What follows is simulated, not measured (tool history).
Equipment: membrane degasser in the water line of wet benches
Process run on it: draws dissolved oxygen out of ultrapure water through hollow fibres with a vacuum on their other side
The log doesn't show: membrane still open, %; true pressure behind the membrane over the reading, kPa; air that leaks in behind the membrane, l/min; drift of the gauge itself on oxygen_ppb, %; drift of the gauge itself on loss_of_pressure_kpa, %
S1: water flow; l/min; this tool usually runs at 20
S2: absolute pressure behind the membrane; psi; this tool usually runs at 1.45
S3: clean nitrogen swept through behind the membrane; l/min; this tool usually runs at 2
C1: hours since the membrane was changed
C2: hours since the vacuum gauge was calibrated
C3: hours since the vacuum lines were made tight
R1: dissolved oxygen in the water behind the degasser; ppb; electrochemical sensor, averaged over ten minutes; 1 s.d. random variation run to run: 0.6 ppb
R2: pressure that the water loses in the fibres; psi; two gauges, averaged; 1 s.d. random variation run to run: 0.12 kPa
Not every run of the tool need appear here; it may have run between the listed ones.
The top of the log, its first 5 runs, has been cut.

Run 6, hour 1231: usual settings but S1 16 l/min; C1 1354; C2 5335; C3 7326. Result: R1 140.5 ppb, R2 4.574 psi.
At hour 1342.7: seals of the vacuum lines changed.
Run 7, hour 1497.6: usual settings but S1 16 l/min; C1 1618; C2 5600; C3 155. Result: R1 133.8 ppb, R2 4.574 psi.
Run 8, hour 1804.7: usual settings but S1 19 l/min; C1 1926; C2 5907; C3 462. Result: R1 158.3 ppb, R2 5.413 psi.
Run 9, hour 1971.8: usual settings but S1 19 l/min; C1 2093; C2 6074; C3 629. Result: R1 158.9 ppb, R2 5.461 psi.
Run 10, hour 2231.1: usual settings but S1 19 l/min; C1 2352; C2 6333; C3 888. Result: R1 158.4 ppb, R2 5.436 psi.
Run 11, hour 2540.6: usual settings but S1 19 l/min; C1 2661; C2 6643; C3 1198. Result: R1 160 ppb, R2 5.451 psi.
Run 12, hour 2817.2: usual settings but S1 14 l/min; C1 2938; C2 6920; C3 1475. Result: R1 120 ppb, R2 4.032 psi.
Run 13, hour 3083.3: usual settings but S1 14 l/min; C1 3204; C2 7186; C3 1741. Result: R1 121.5 ppb, R2 4.02 psi.
Run 14, hour 3366.5: usual settings but S1 14 l/min; C1 3487; C2 7469; C3 2024. Result: R1 122 ppb, R2 4.025 psi.
Run 15, hour 3615.9: usual settings; C1 3737; C2 7718; C3 2273. Result: R1 170.6 ppb, R2 5.749 psi.
Run 16, hour 3979: usual settings; C1 4100; C2 8081; C3 2636. Result: R1 169.7 ppb, R2 5.777 psi.
Run 17, hour 4266: usual settings; C1 4387; C2 8368; C3 2923. Result: R1 170.6 ppb, R2 5.752 psi.
Run 18, hour 4547.6: usual settings; C1 4668; C2 8650; C3 3205. Result: R1 172.9 ppb, R2 5.796 psi.
Run 19, hour 4783.7: usual settings but S1 22 l/min, S2 2.26 psi, S3 1.56 l/min; C1 4905; C2 8886; C3 3441. Result: R1 404.7 ppb, R2 6.353 psi.
At hour 4899.2: vacuum gauge calibrated.
Run 20, hour 5022.3: usual settings but S1 16 l/min, S2 2.09 psi, S3 0.95 l/min; C1 5143; C2 123; C3 3679. Result: R1 417.2 ppb, R2 4.631 psi.
Run 21, hour 5278.3: usual settings but S1 16 l/min, S2 1.78 psi, S3 2.58 l/min; C1 5399; C2 379; C3 3935. Result: R1 140.5 ppb, R2 4.682 psi.
Run 22, hour 5567.3: usual settings but S1 30 l/min, S2 1.2 psi, S3 1.29 l/min; C1 5688; C2 668; C3 4224. Result: R1 265.3 ppb, R2 8.701 psi.
Run 23, hour 5795.7: usual settings but S1 17 l/min, S3 1.77 l/min; C1 5916; C2 896; C3 4452. Result: R1 159.1 ppb, R2 4.959 psi.
Run 24, hour 6077.7: usual settings but S1 17 l/min, S3 1.77 l/min; C1 6198; C2 1178; C3 4734. Result: R1 159.4 ppb, R2 4.963 psi.
Run 25, hour 6391.8: usual settings but S1 13 l/min, S2 1.73 psi, S3 5.1 l/min; C1 6512; C2 1493; C3 5049. Result: R1 58.7 ppb, R2 3.794 psi.
Run 26, hour 6569.1: usual settings but S1 16 l/min, S2 1.73 psi, S3 5.1 l/min; C1 6689; C2 1670; C3 5226. Result: R1 71.7 ppb, R2 4.663 psi.
Run 27, hour 6864.8: usual settings but S1 13 l/min, S2 1.73 psi, S3 5.1 l/min; C1 6985; C2 1966; C3 5522. Result: R1 58.4 ppb, R2 3.793 psi.
Run 28, hour 7063.7: usual settings but S1 16 l/min, S2 1.73 psi, S3 0.95 l/min; C1 7184; C2 2164; C3 5720. Result: R1 334.9 ppb, R2 4.698 psi.
Run 29, hour 7313.3: usual settings but S1 13 l/min, S3 1.79 l/min; C1 7434; C2 2414; C3 5970. Result: R1 126.2 ppb, R2 3.79 psi.
Run 30, hour 7509.2: usual settings but S2 3.47 psi, S3 1.16 l/min; C1 7630; C2 2610; C3 6166. Result: R1 766.7 ppb, R2 5.868 psi.

Alternative continuations, all from the tool just after run 30; predict every row:
Run A, hour 7816.4: usual settings but S1 21 l/min, S2 2.23 psi; C1 7937; C2 2917; C3 6473. Result: R1 ?, R2 ?.
Run B, hour 7816.4: usual settings but S2 3.19 psi, S3 1.88 l/min; C1 7937; C2 2917; C3 6473. Result: R1 ?, R2 ?.
Run C, hour 7816.4: usual settings but S1 13 l/min, S2 1.22 psi; C1 7937; C2 2917; C3 6473. Result: R1 ?, R2 ?.
Run D, hour 7816.4: usual settings but S1 26 l/min, S3 1.56 l/min; C1 7937; C2 2917; C3 6473. Result: R1 ?, R2 ?.

run     R1     R2
  A  307.1   6.17
  B  469.7  5.871
  C   88.7  3.809
  D    266  7.639
Take away the tool's hidden state, keep each run's random variation, and the runs would have read:
run     R1     R2
  A  294.3  5.938
  B  451.4  5.651
  C   81.9  3.665
  D    255  7.353

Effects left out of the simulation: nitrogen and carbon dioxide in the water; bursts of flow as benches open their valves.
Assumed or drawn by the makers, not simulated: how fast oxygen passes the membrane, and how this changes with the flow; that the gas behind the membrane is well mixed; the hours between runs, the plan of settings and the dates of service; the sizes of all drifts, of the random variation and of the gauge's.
